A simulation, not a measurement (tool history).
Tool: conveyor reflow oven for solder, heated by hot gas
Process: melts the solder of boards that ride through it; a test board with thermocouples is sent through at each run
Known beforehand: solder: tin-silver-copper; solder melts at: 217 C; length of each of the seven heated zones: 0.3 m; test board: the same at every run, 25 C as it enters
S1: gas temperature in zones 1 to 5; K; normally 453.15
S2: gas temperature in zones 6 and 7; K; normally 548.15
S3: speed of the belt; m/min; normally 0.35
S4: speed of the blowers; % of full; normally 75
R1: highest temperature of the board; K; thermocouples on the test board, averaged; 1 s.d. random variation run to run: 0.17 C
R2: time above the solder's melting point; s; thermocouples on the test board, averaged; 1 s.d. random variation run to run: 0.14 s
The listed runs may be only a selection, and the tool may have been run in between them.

run	hour	S1	S2	S3	S4	R1	R2
1	0	453.15	548.15	0.35	75	538.65	91.9
# hour 16.7: belt drive overhauled, speed set with a stopwatch
2	70.3	453.15	548.15	0.35	75	538.75	91.8
# hour 150.2: thermocouples of zones 6 and 7 changed
3	162.8	453.15	548.15	0.35	75	538.75	91.9
4	206.8	453.15	548.15	0.35	75	538.75	91.9
5	285.6	453.15	548.15	0.35	75	538.65	91.5
6	336.7	453.15	548.15	0.35	75	539.05	91.8
7	405.2	453.15	548.15	0.35	75	538.95	91.8
8	458.1	466.15	548.15	0.299	75	543.15	117.1
9	504.2	453.15	544.15	0.299	78	538.45	108.4
# hour 528: flux residue cleaned out of gas plates and filters
10	592.5	450.15	552.15	0.411	78	538.35	76.1
11	662.3	450.15	552.15	0.411	51	532.95	71.7
12	755.8	450.15	552.15	0.411	51	532.65	71.7
13	823.6	450.15	552.15	0.411	64	535.75	74.1

Each row is a separate what-if for the run after 13, all from the same tool condition, not one after another. Results?
A	909.7	443.15	560.15	0.411	58	?	?
B	909.7	453.15	556.15	0.364	68	?	?
C	909.7	453.15	561.15	0.316	75	?	?
D	909.7	453.15	548.15	0.335	75	?	?
E	909.7	451.15	548.15	0.37	75	?	?

run	R1	R2
A	540.55	74.1
B	544.25	90.9
C	553.65	109.9
D	539.55	96.7
E	537.35	84.8
What these runs would have given with no unlogged condition in the tool:
run	R1	R2
A	540.55	74.1
B	544.25	90.8
C	553.65	109.9
D	539.55	96.7
E	537.35	84.8
